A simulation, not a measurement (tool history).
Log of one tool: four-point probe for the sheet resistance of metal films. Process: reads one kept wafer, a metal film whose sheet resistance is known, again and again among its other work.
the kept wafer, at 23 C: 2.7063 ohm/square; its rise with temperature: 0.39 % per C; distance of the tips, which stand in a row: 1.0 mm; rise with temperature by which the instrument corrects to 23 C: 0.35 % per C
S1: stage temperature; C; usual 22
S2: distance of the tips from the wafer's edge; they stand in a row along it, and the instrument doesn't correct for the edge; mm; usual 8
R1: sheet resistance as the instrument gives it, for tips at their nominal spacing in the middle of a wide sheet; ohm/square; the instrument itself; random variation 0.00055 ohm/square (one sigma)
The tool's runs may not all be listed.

run,hour,S1,S2,R1
1,0.0,22,8,2.728175
2,50.3,22,8,2.728311
3,104.5,24,8,2.730555
4,142.5,22,9,2.722532
5,192.6,22,9,2.723290
6,242.8,22,9,2.722850
7,296.2,22,66,2.705648
8,349.4,22,8,2.728214
9,381.7,22,8,2.728369
10,422.4,19,8,2.724174
11,452.0,22,33,2.706249

Run 12 comes next. What will it give?
12,478.1,28,12,?

{"run 12": {"R1": 2.722278}}
Without the tool's hidden state the same run would have given R1 2.722209 ohm/square.
